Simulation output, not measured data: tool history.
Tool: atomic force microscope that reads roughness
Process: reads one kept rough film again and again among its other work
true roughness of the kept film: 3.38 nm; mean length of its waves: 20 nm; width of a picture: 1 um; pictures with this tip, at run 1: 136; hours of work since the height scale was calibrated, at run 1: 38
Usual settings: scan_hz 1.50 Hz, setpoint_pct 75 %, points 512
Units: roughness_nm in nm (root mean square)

run	hour	scan_hz	setpoint_pct	points	pictures with this tip	hours of work since the height scale was calibrated	roughness_nm
1	0.0	1.50	75	512	136	38	2.325
2	5.1	1.50	75	512	143	42	2.323
3	13.8	1.50	75	512	153	48	2.320
# hour 16.9: new tip fitted
4	19.9	1.50	75	512	4	51	2.336
5	28.2	1.50	75	512	14	57	2.339
6	34.5	1.50	75	512	22	61	2.347
7	42.2	1.50	75	413	32	66	2.318
8	48.9	1.50	75	413	40	70	2.327
9	52.9	1.50	75	413	45	73	2.323
10	62.3	1.50	75	512	57	79	2.330
11	71.0	1.50	75	512	68	85	2.341
12	77.9	1.50	75	512	77	89	2.321
13	82.7	1.50	75	512	83	93	2.313
14	92.2	1.50	75	512	95	99	2.318
15	97.3	1.50	75	512	101	102	2.317
16	106.4	1.50	90	868	113	108	2.192
17	113.8	1.50	90	868	122	113	2.193
18	120.6	0.56	75	336	131	118	2.383
19	125.5	3.05	75	419	137	121	2.166
20	134.3	3.05	81	757	148	127	2.083
# hour 141.9: new tip fitted
21	141.9	1.25	81	323	0	131	2.271
22	146.3	2.64	82	670	5	134	2.123
23	150.3	1.85	79	813	10	137	2.282
24	156.0	1.72	77	804	18	141	2.309
25	164.3	1.72	77	804	28	146	2.304
26	169.0	1.72	77	804	34	149	2.317

The next listed run, before its measurement:
27	175.6	1.72	77	804	42	154	?

{"run 27": {"roughness_nm": 2.29}}
Without the tool's hidden state the same run would have given roughness_nm 2.294 nm (root mean square).
